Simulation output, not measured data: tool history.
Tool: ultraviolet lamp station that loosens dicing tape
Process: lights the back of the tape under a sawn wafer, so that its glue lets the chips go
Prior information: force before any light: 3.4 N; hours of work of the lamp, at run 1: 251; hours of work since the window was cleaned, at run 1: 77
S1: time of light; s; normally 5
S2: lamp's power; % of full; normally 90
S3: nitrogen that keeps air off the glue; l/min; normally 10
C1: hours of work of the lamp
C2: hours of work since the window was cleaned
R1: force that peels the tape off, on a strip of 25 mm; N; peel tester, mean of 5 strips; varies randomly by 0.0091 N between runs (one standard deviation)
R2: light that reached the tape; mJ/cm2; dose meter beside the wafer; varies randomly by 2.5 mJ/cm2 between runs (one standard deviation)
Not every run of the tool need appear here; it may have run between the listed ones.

run   hour  S1  S2  S3   C1   C2     R1   R2
  1    0.0   5  90  10  251   77  0.360  318
  2   26.1   5  90  10  270   96  0.389  315
  3   62.9   4  90  10  297  123  0.539  250
  4   90.1   4  90  10  317  143  0.536  247
  5  136.5   4  90  10  350  176  0.553  251
  6  181.7   4  66  10  383  209  0.819  180
  7  215.6   5  90  10  408  234  0.361  311
  8  241.0   5  90  10  426  252  0.371  314
  9  288.8   5  90  10  461  287  0.401  318
 10  326.1   4  76   8  488  314  0.733  212
 11  351.5   3  88   7  507  333  0.907  182
 12  371.4  10  86   4  521  347  0.203  600
 13  408.7   5  93   5  548  374  0.441  323
 14  451.3   5  78  11  579  405  0.462  274
 15  498.4   4  77   4  613  439  0.840  217

Alternative continuations, all from the tool just after run 15; predict every row:
  A  538.5   4  77  11  642  469   ?   ?
  B  538.5   4  71   4  642  469   ?   ?
  C  538.5   5  74   4  642  469   ?   ?
  D  538.5   2  90   4  642  469   ?   ?
  E  538.5   3  90   4  642  469   ?   ?

run     R1   R2
  A  0.650  217
  B  1.003  197
  C  0.668  257
  D  1.499  123
  E  1.082  190
Without the tool's unlogged condition, the same runs would have read:
run     R1   R2
  A  0.648  218
  B  1.001  197
  C  0.666  258
  D  1.496  123
  E  1.079  191
